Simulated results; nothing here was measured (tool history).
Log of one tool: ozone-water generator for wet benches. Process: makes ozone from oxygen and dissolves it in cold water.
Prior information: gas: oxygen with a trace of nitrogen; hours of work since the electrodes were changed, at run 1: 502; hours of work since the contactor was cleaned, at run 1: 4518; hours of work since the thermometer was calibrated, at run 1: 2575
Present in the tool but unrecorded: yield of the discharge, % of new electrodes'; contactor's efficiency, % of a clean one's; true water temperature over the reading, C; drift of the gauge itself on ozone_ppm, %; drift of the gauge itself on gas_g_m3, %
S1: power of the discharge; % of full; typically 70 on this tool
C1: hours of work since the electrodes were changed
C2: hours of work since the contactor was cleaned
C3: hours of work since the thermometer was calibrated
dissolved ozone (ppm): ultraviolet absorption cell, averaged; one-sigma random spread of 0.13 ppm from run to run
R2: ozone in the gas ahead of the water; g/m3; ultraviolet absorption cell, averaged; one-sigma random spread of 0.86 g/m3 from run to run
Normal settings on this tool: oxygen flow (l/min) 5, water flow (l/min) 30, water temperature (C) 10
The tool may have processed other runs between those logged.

run 1 day=0 | S1=70 oxygen_flow_(l/min)=5 water_flow_(l/min)=30 water_temperature_(C)=10 | C1=502 C2=4518 C3=2575 | dissolved_ozone_(ppm)=12.8 R2=141
run 2 day=4.708 | S1=70 oxygen_flow_(l/min)=5 water_flow_(l/min)=30 water_temperature_(C)=10 | C1=583 C2=4599 C3=2656 | dissolved_ozone_(ppm)=12.9 R2=141.5
run 3 day=7.675 | S1=70 oxygen_flow_(l/min)=5 water_flow_(l/min)=36 water_temperature_(C)=10 | C1=634 C2=4650 C3=2707 | dissolved_ozone_(ppm)=10.5 R2=141
run 4 day=12.154 | S1=70 oxygen_flow_(l/min)=5 water_flow_(l/min)=30 water_temperature_(C)=9 | C1=711 C2=4727 C3=2784 | dissolved_ozone_(ppm)=12.8 R2=140
run 5 day=16.825 | S1=70 oxygen_flow_(l/min)=5 water_flow_(l/min)=30 water_temperature_(C)=10 | C1=791 C2=4808 C3=2864 | dissolved_ozone_(ppm)=12.9 R2=140.4
run 6 day=20.3 | S1=70 oxygen_flow_(l/min)=6.96 water_flow_(l/min)=30 water_temperature_(C)=10 | C1=851 C2=4867 C3=2924 | dissolved_ozone_(ppm)=12.9 R2=116.3
run 7 day=23.467 | S1=70 oxygen_flow_(l/min)=6.96 water_flow_(l/min)=30 water_temperature_(C)=10 | C1=905 C2=4922 C3=2978 | dissolved_ozone_(ppm)=13.2 R2=114.6
run 8 day=27.108 | S1=70 oxygen_flow_(l/min)=8.38 water_flow_(l/min)=30 water_temperature_(C)=10 | C1=968 C2=4984 C3=3041 | dissolved_ozone_(ppm)=13.3 R2=105
run 9 day=29.812 | S1=70 oxygen_flow_(l/min)=8.38 water_flow_(l/min)=30 water_temperature_(C)=10 | C1=1014 C2=5031 C3=3087 | dissolved_ozone_(ppm)=13.4 R2=103.3
run 10 day=33.888 | S1=70 oxygen_flow_(l/min)=5 water_flow_(l/min)=30 water_temperature_(C)=8 | C1=1084 C2=5101 C3=3157 | dissolved_ozone_(ppm)=13 R2=138.8
run 11 day=36.388 | S1=70 oxygen_flow_(l/min)=5 water_flow_(l/min)=30 water_temperature_(C)=5 | C1=1127 C2=5144 C3=3200 | dissolved_ozone_(ppm)=13.4 R2=140
run 12 day=40.167 | S1=70 oxygen_flow_(l/min)=5 water_flow_(l/min)=30 water_temperature_(C)=5 | C1=1192 C2=5209 C3=3265 | dissolved_ozone_(ppm)=13.4 R2=141.4
run 13 day=43.442 | S1=70 oxygen_flow_(l/min)=5 water_flow_(l/min)=30 water_temperature_(C)=5 | C1=1248 C2=5265 C3=3321 | dissolved_ozone_(ppm)=13.4 R2=141.7
run 14 day=48.142 | S1=90 oxygen_flow_(l/min)=5 water_flow_(l/min)=30 water_temperature_(C)=10 | C1=1329 C2=5346 C3=3402 | dissolved_ozone_(ppm)=14.6 R2=162.8
run 15 day=52.867 | S1=70 oxygen_flow_(l/min)=5 water_flow_(l/min)=30 water_temperature_(C)=10 | C1=1410 C2=5427 C3=3483 | dissolved_ozone_(ppm)=12.8 R2=141.3
run 16 day=55.654 | S1=70 oxygen_flow_(l/min)=5 water_flow_(l/min)=30 water_temperature_(C)=10 | C1=1458 C2=5475 C3=3531 | dissolved_ozone_(ppm)=13 R2=141.5
run 17 day=60.221 | S1=70 oxygen_flow_(l/min)=5 water_flow_(l/min)=30 water_temperature_(C)=10 | C1=1537 C2=5553 C3=3610 | dissolved_ozone_(ppm)=12.9 R2=141.1
run 18 day=63.525 | S1=70 oxygen_flow_(l/min)=5 water_flow_(l/min)=36 water_temperature_(C)=10 | C1=1593 C2=5610 C3=3667 | dissolved_ozone_(ppm)=10.8 R2=140.2
run 19 day=67.067 | S1=70 oxygen_flow_(l/min)=5 water_flow_(l/min)=36 water_temperature_(C)=10 | C1=1654 C2=5671 C3=3727 | dissolved_ozone_(ppm)=10.4 R2=141
run 20 day=70.483 | S1=70 oxygen_flow_(l/min)=5 water_flow_(l/min)=19 water_temperature_(C)=9 | C1=1713 C2=5730 C3=3786 | dissolved_ozone_(ppm)=19.8 R2=140.5
run 21 day=74.467 | S1=65 oxygen_flow_(l/min)=5 water_flow_(l/min)=40 water_temperature_(C)=9 | C1=1781 C2=5798 C3=3855 | dissolved_ozone_(ppm)=9 R2=134.5
run 22 day=79.238 | S1=48 oxygen_flow_(l/min)=3.34 water_flow_(l/min)=30 water_temperature_(C)=13 | C1=1863 C2=5880 C3=3937 | dissolved_ozone_(ppm)=9.5 R2=143.2
run 23 day=84.029 | S1=48 oxygen_flow_(l/min)=3.34 water_flow_(l/min)=30 water_temperature_(C)=13 | C1=1946 C2=5962 C3=4019 | dissolved_ozone_(ppm)=9.7 R2=145.8
run 24 day=87.529 | S1=48 oxygen_flow_(l/min)=8.71 water_flow_(l/min)=30 water_temperature_(C)=13 | C1=2006 C2=6023 C3=4079 | dissolved_ozone_(ppm)=10.2 R2=82
run 25 day=92.171 | S1=70 oxygen_flow_(l/min)=8.88 water_flow_(l/min)=23 water_temperature_(C)=10 | C1=2086 C2=6102 C3=4159 | dissolved_ozone_(ppm)=16.5 R2=100.6
run 26 day=95.033 | S1=70 oxygen_flow_(l/min)=2.91 water_flow_(l/min)=38 water_temperature_(C)=10 | C1=2135 C2=6152 C3=4208 | dissolved_ozone_(ppm)=9 R2=193.9
run 27 day=99.854 | S1=94 oxygen_flow_(l/min)=2.91 water_flow_(l/min)=38 water_temperature_(C)=7 | C1=2218 C2=6235 C3=4291 | dissolved_ozone_(ppm)=10.7 R2=227.7
-- day=102.629 water thermometer calibrated
run 28 day=104.421 | S1=52 oxygen_flow_(l/min)=2.91 water_flow_(l/min)=43 water_temperature_(C)=7 | C1=2296 C2=6313 C3=31 | dissolved_ozone_(ppm)=6.8 R2=163.8
run 29 day=109.096 | S1=44 oxygen_flow_(l/min)=2.91 water_flow_(l/min)=19 water_temperature_(C)=7 | C1=2376 C2=6393 C3=111 | dissolved_ozone_(ppm)=15.1 R2=147.7
run 30 day=113.317 | S1=55 oxygen_flow_(l/min)=5 water_flow_(l/min)=30 water_temperature_(C)=9 | C1=2449 C2=6466 C3=184 | dissolved_ozone_(ppm)=11.4 R2=122.6
run 31 day=116.767 | S1=55 oxygen_flow_(l/min)=4.59 water_flow_(l/min)=30 water_temperature_(C)=10 | C1=2508 C2=6525 C3=243 | dissolved_ozone_(ppm)=11.1 R2=130.4
run 32 day=121.938 | S1=43 oxygen_flow_(l/min)=5 water_flow_(l/min)=30 water_temperature_(C)=7 | C1=2597 C2=6614 C3=332 | dissolved_ozone_(ppm)=9.9 R2=107.2
run 33 day=126.025 | S1=58 oxygen_flow_(l/min)=5 water_flow_(l/min)=30 water_temperature_(C)=6 | C1=2667 C2=6684 C3=402 | dissolved_ozone_(ppm)=12 R2=128.2

Below are 3 alternative next runs, each starting from the tool's condition after run 33. Predict each:
run A day=129.254 | S1=68 oxygen_flow_(l/min)=5 water_flow_(l/min)=30 water_temperature_(C)=6 | C1=2723 C2=6739 C3=458 | dissolved_ozone_(ppm)=? R2=?
run B day=129.254 | S1=58 oxygen_flow_(l/min)=5 water_flow_(l/min)=21 water_temperature_(C)=6 | C1=2723 C2=6739 C3=458 | dissolved_ozone_(ppm)=? R2=?
run C day=129.254 | S1=58 oxygen_flow_(l/min)=5.91 water_flow_(l/min)=30 water_temperature_(C)=6 | C1=2723 C2=6739 C3=458 | dissolved_ozone_(ppm)=? R2=?

run=A dissolved_ozone_(ppm)=13.2 R2=137.9
run=B dissolved_ozone_(ppm)=16.9 R2=127.5
run=C dissolved_ozone_(ppm)=12.4 R2=113.8
The same runs, with their run-to-run variation unchanged, on a tool lacking any hidden condition would have given:
run=A dissolved_ozone_(ppm)=13.2 R2=138.1
run=B dissolved_ozone_(ppm)=16.9 R2=127.7
run=C dissolved_ozone_(ppm)=12.4 R2=114
